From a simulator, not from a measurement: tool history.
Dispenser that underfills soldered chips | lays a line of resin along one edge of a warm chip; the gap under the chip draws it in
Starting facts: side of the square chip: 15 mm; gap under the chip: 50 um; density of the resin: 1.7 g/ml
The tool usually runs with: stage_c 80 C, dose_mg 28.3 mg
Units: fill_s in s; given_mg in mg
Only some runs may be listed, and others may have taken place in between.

run	day	stage_c	dose_mg	fill_s	given_mg
1	0	80	28.3	280.9	27.28
2	0.133	80	28.3	334.6	27.37
# day 0.275: new syringe of resin
3	0.275	80	29.3	217.3	28.14
4	0.512	80	29.3	302.9	28.09
# day 0.733: new syringe of resin
5	0.758	69	28.3	343.4	27.18
6	0.9	69	28.3	417.6	27.08
7	1.058	69	28.3	522	27.16
# day 1.2: new syringe of resin
8	1.238	69	28.3	349	27
9	1.467	69	28.3	474.4	26.92
# day 1.662: new syringe of resin
10	1.679	80	28.3	220.1	26.82
11	1.833	80	28.3	276.1	26.84
12	1.988	80	28.3	341.4	26.67
# day 2.121: new syringe of resin
13	2.179	80	28.3	238.8	26.7
14	2.283	84	27.7	232.7	25.82
15	2.417	84	27.7	285.2	25.96
16	2.546	84	27.7	346.1	26.27
# day 2.579: new syringe of resin
17	2.692	80	27.7	256.1	25.81
18	2.821	66	34.9	505.5	32.68
19	2.95	66	34.9	606.3	32.57
# day 3.033: new syringe of resin
20	3.192	80	29.3	255.3	27.37
21	3.35	80	35.6	319.5	33.04
# day 3.496: new syringe of resin
22	3.5	80	35.6	206.3	32.94
23	3.65	85	28.8	223.5	26.74
24	3.775	80	25.6	329.5	23.6
25	3.917	86	26.2	311.8	24.28

Hidden state or all else? Some run-to-run changes of fill_s, split into what the settings, what came in and random variation would give without the hidden state, and what is left for the hidden state (with any gauge scatter that isn't in both results):
What the log doesn't record here: resin's viscosity, % of fresh resin's; dose that the valve gives, % of what is set; true chip temperature over the reading, C; drift of the gauge itself on fill_s, %; drift of the gauge itself on given_mg, %.
Run 7 -> 8: new syringe of resin. fill_s -173 s: hidden state -177, all else +4.
Run 9 -> 10: stage_c 69 -> 80, new syringe of resin. fill_s -254.3 s: hidden state -140.1, all else -114.2.
Run 19 -> 20: stage_c 66 -> 80, dose_mg 34.9 -> 29.3, new syringe of resin. fill_s -351 s: hidden state -194.2, all else -156.8.
